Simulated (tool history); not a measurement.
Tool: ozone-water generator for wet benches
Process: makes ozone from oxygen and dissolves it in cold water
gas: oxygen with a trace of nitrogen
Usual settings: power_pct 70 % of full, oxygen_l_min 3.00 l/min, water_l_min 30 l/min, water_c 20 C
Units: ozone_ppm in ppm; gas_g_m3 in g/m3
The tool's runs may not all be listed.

run     day  power_pct  oxygen_l_min  water_l_min  water_c  ozone_ppm  gas_g_m3
  1   0.000         70          3.00           30       20       7.05     165.9
  2   1.912         70          3.00           30       20       6.84     168.7
  3   3.729         70          3.00           30       20       7.13     167.0
  4   6.317         70          3.00           30       20       6.95     166.5
  5   8.146         70          3.00           30       25       6.56     166.4
  6  10.662         70          3.00           30       25       6.60     167.4
  7  12.004         70          3.00           30       25       6.49     166.9
  8  13.133         70          2.40           30       20       6.59     189.4
  9  15.054         70          3.00           30       20       6.61     170.7
 10  16.721         70          3.00           30       20       6.70     169.6
 11  17.938         70          3.00           30       20       7.02     170.1
 12  19.062         70          3.00           30       20       6.88     167.9
 13  20.162         96          3.00           30       20       8.78     216.9
 14  21.762         96          4.22           27       20      10.53     178.9
     23.204  -- gauge calibrated
 15  24.183         86          2.88           40       14       5.65     197.3
 16  25.508         76          1.55           24       12       8.43     252.0
 17  28.088         84          3.00           29       18       8.36     191.5
 18  29.300         84          3.00           29       18       8.39     191.7
 19  31.796         61          3.00           29       18       6.66     151.8
 20  33.446         61          3.00           29       18       6.55     151.3
 21  35.254         70          1.82           39       22       4.27     218.3
 22  37.008         52          2.47           30       15       5.40     147.1
 23  38.162         52          2.47           30       15       5.48     150.5
 24  40.100         43          3.00           35       20       4.04     115.9

Forecast each of these 3 alternatives for the next run:
  A  42.708         43          2.26           19       20          ?         ?
  B  42.708         55          3.00           38       20          ?         ?
  C  42.708         93          3.00           30       20          ?         ?

run  ozone_ppm  gas_g_m3
  A       7.52     137.2
  B       4.29     140.9
  C       8.41     210.3
Without the tool's hidden state the same runs would have given:
run  ozone_ppm  gas_g_m3
  A       7.53     133.9
  B       4.30     137.6
  C       8.43     205.5
